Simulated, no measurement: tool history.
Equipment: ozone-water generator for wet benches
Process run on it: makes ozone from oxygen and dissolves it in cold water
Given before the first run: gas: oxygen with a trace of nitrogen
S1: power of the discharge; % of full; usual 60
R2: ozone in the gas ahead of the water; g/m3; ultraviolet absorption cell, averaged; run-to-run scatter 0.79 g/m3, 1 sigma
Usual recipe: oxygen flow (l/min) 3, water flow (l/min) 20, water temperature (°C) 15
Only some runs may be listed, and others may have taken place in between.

Run 1, hour 0: usual settings. Result: dissolved ozone (ppm) 12.7, R2 171.6 g/m3.
Run 2, hour 101.3: usual settings but oxygen flow (l/min) 2.26. Result: dissolved ozone (ppm) 12.24, R2 203.2 g/m3.
Run 3, hour 158.8: usual settings but oxygen flow (l/min) 3.44. Result: dissolved ozone (ppm) 12.87, R2 157.6 g/m3.
Run 4, hour 218.7: usual settings but oxygen flow (l/min) 3.44. Result: dissolved ozone (ppm) 12.75, R2 157.7 g/m3.
Run 5, hour 272.4: usual settings but oxygen flow (l/min) 2.09. Result: dissolved ozone (ppm) 12.16, R2 213 g/m3.
Run 6, hour 364.4: usual settings but oxygen flow (l/min) 2.09. Result: dissolved ozone (ppm) 12.14, R2 213.1 g/m3.
Run 7, hour 444.4: usual settings but S1 53 % of full. Result: dissolved ozone (ppm) 11.83, R2 161.6 g/m3.
Run 8, hour 499.7: usual settings but water temperature (°C) 8. Result: dissolved ozone (ppm) 13.52, R2 171.5 g/m3.
Run 9, hour 613.7: usual settings but water temperature (°C) 8. Result: dissolved ozone (ppm) 13.4, R2 171.7 g/m3.
Run 10, hour 680.5: usual settings but S1 51 % of full, water temperature (°C) 8. Result: dissolved ozone (ppm) 12.27, R2 155.1 g/m3.
Run 11, hour 736.4: usual settings but S1 51 % of full, water temperature (°C) 8. Result: dissolved ozone (ppm) 12.3, R2 156.2 g/m3.
Run 12, hour 820.2: usual settings but S1 51 % of full, water temperature (°C) 8. Result: dissolved ozone (ppm) 12.09, R2 156.9 g/m3.
Run 13, hour 917.5: usual settings but S1 41 % of full. Result: dissolved ozone (ppm) 10.18, R2 138.5 g/m3.
Run 14, hour 1020.3: usual settings but S1 41 % of full. Result: dissolved ozone (ppm) 10.26, R2 137.9 g/m3.
At hour 1073.6: contactor cleaned.
Run 15, hour 1073.6: usual settings but water flow (l/min) 13. Result: dissolved ozone (ppm) 18.59, R2 171.9 g/m3.
Run 16, hour 1171: usual settings but water flow (l/min) 22. Result: dissolved ozone (ppm) 11.37, R2 171.5 g/m3.
Run 17, hour 1227: usual settings but water flow (l/min) 22. Result: dissolved ozone (ppm) 11.35, R2 170.3 g/m3.
Run 18, hour 1283.1: usual settings but water flow (l/min) 22. Result: dissolved ozone (ppm) 11.46, R2 171.6 g/m3.
Run 19, hour 1394.3: usual settings but S1 66 % of full, oxygen flow (l/min) 2.96, water temperature (°C) 18. Result: dissolved ozone (ppm) 12.7, R2 182.8 g/m3.
Run 20, hour 1466.2: usual settings but S1 66 % of full, oxygen flow (l/min) 2.96, water temperature (°C) 18. Result: dissolved ozone (ppm) 12.7, R2 182.8 g/m3.
Run 21, hour 1540.7: usual settings but S1 66 % of full, oxygen flow (l/min) 2.96, water flow (l/min) 22, water temperature (°C) 18. Result: dissolved ozone (ppm) 11.39, R2 182.8 g/m3.
Run 22, hour 1631.1: usual settings but water flow (l/min) 23, water temperature (°C) 8. Result: dissolved ozone (ppm) 11.4, R2 170.9 g/m3.
Run 23, hour 1747.3: usual settings but water flow (l/min) 23, water temperature (°C) 8. Result: dissolved ozone (ppm) 11.38, R2 171.7 g/m3.
At hour 1767: gauge calibrated.
Run 24, hour 1808.7: usual settings but S1 58 % of full, oxygen flow (l/min) 3.68. Result: dissolved ozone (ppm) 12.69, R2 148 g/m3.
Run 25, hour 1876.5: usual settings but S1 78 % of full, oxygen flow (l/min) 4.57, water temperature (°C) 10. Result: dissolved ozone (ppm) 16, R2 153.3 g/m3.
Run 26, hour 1964.5: usual settings but S1 78 % of full, oxygen flow (l/min) 1.97, water flow (l/min) 13, water temperature (°C) 11. Result: dissolved ozone (ppm) 22.25, R2 255.3 g/m3.
Run 27, hour 2031: usual settings but S1 78 % of full, oxygen flow (l/min) 1.97, water flow (l/min) 13, water temperature (°C) 11. Result: dissolved ozone (ppm) 22.19, R2 256.3 g/m3.
Run 28, hour 2130: usual settings but S1 78 % of full, oxygen flow (l/min) 1.97, water flow (l/min) 23, water temperature (°C) 11. Result: dissolved ozone (ppm) 12.24, R2 256.8 g/m3.
Run 29, hour 2207: usual settings but S1 55 % of full, oxygen flow (l/min) 2.71, water flow (l/min) 23, water temperature (°C) 11. Result: dissolved ozone (ppm) 10.62, R2 174 g/m3.
Run 30, hour 2277: usual settings but S1 74 % of full, oxygen flow (l/min) 1.84. Result: dissolved ozone (ppm) 13.28, R2 258.3 g/m3.
Run 31, hour 2341.7: usual settings but S1 42 % of full, oxygen flow (l/min) 3.57, water flow (l/min) 18, water temperature (°C) 16. Result: dissolved ozone (ppm) 11.37, R2 127.1 g/m3.
Run 32, hour 2390.1: usual settings but S1 70 % of full, oxygen flow (l/min) 3.57, water flow (l/min) 32, water temperature (°C) 16. Result: dissolved ozone (ppm) 8.58, R2 168.4 g/m3.
Run 33, hour 2488.5: usual settings but S1 67 % of full, water flow (l/min) 16. Result: dissolved ozone (ppm) 16.64, R2 182.3 g/m3.
Run 34, hour 2557.6: usual settings but S1 59 % of full, water flow (l/min) 24, water temperature (°C) 10. Result: dissolved ozone (ppm) 10.75, R2 169.7 g/m3.

Alternative continuations, all from the tool just after run 34; predict every row:
Run A, hour 2620.8: usual settings but S1 48 % of full, water temperature (°C) 23. Result: dissolved ozone (ppm) ?, R2 ?.
Run B, hour 2620.8: usual settings but S1 59 % of full, water flow (l/min) 24, water temperature (°C) 10. Result: dissolved ozone (ppm) ?, R2 ?.
Run C, hour 2620.8: usual settings but S1 59 % of full, oxygen flow (l/min) 2.59, water flow (l/min) 25, water temperature (°C) 10. Result: dissolved ozone (ppm) ?, R2 ?.

run  dissolved ozone (ppm)     R2
  A                  10.14  150.9
  B                  10.67  168.8
  C                   9.94    186
Had the tool no hidden state, the same runs would have come out as:
run  dissolved ozone (ppm)     R2
  A                  10.31    151
  B                  10.85    169
  C                   10.1  186.1
